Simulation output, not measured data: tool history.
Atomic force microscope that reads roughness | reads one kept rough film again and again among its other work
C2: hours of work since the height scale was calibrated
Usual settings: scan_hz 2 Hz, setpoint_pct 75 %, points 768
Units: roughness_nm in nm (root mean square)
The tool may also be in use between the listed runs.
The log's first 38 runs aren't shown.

{"run": 39, "hour": 281.8, "scan_hz": 2, "setpoint_pct": 66, "points": 614, "pictures with this tip": 243, "C2": 401, "roughness_nm": 0.729}
{"run": 40, "hour": 289.0, "scan_hz": 2, "setpoint_pct": 77, "points": 760, "pictures with this tip": 254, "C2": 406, "roughness_nm": 0.715}
{"run": 41, "hour": 295.6, "scan_hz": 2, "setpoint_pct": 73, "points": 768, "pictures with this tip": 264, "C2": 411, "roughness_nm": 0.72}
{"run": 42, "hour": 305.4, "scan_hz": 1.93, "setpoint_pct": 77, "points": 854, "pictures with this tip": 278, "C2": 418, "roughness_nm": 0.712}
{"run": 43, "hour": 312.1, "scan_hz": 2.01, "setpoint_pct": 67, "points": 854, "pictures with this tip": 289, "C2": 422, "roughness_nm": 0.73}
{"run": 44, "hour": 319.8, "scan_hz": 1.17, "setpoint_pct": 80, "points": 854, "pictures with this tip": 301, "C2": 427, "roughness_nm": 0.72}
{"run": 45, "hour": 324.3, "scan_hz": 0.76, "setpoint_pct": 62, "points": 445, "pictures with this tip": 307, "C2": 431, "roughness_nm": 0.746}
{"run": 46, "hour": 333.8, "scan_hz": 2, "setpoint_pct": 75, "points": 549, "pictures with this tip": 322, "C2": 437, "roughness_nm": 0.715}
{"run": 47, "hour": 339.3, "scan_hz": 2, "setpoint_pct": 66, "points": 704, "pictures with this tip": 330, "C2": 441, "roughness_nm": 0.728}
{"run": 48, "hour": 346.1, "scan_hz": 0.63, "setpoint_pct": 66, "points": 276, "pictures with this tip": 341, "C2": 445, "roughness_nm": 0.744}
{"run": 49, "hour": 356.4, "scan_hz": 3.08, "setpoint_pct": 63, "points": 365, "pictures with this tip": 356, "C2": 452, "roughness_nm": 0.716}
{"run": 50, "hour": 361.5, "scan_hz": 2.61, "setpoint_pct": 86, "points": 422, "pictures with this tip": 364, "C2": 456, "roughness_nm": 0.664}

Forecast each of these 5 alternatives for the next run:
{"run": "A", "hour": 366.5, "scan_hz": 2.61, "setpoint_pct": 86, "points": 784, "pictures with this tip": 371, "C2": 459, "roughness_nm": "?"}
{"run": "B", "hour": 366.5, "scan_hz": 1, "setpoint_pct": 66, "points": 500, "pictures with this tip": 371, "C2": 459, "roughness_nm": "?"}
{"run": "C", "hour": 366.5, "scan_hz": 2.39, "setpoint_pct": 75, "points": 638, "pictures with this tip": 371, "C2": 459, "roughness_nm": "?"}
{"run": "D", "hour": 366.5, "scan_hz": 2, "setpoint_pct": 75, "points": 672, "pictures with this tip": 371, "C2": 459, "roughness_nm": "?"}
{"run": "E", "hour": 366.5, "scan_hz": 2.98, "setpoint_pct": 56, "points": 455, "pictures with this tip": 371, "C2": 459, "roughness_nm": "?"}

run=A roughness_nm=0.667
run=B roughness_nm=0.74
run=C roughness_nm=0.707
run=D roughness_nm=0.713
run=E roughness_nm=0.735
Without the tool's hidden state the same runs would have given:
run=A roughness_nm=0.668
run=B roughness_nm=0.741
run=C roughness_nm=0.708
run=D roughness_nm=0.714
run=E roughness_nm=0.736

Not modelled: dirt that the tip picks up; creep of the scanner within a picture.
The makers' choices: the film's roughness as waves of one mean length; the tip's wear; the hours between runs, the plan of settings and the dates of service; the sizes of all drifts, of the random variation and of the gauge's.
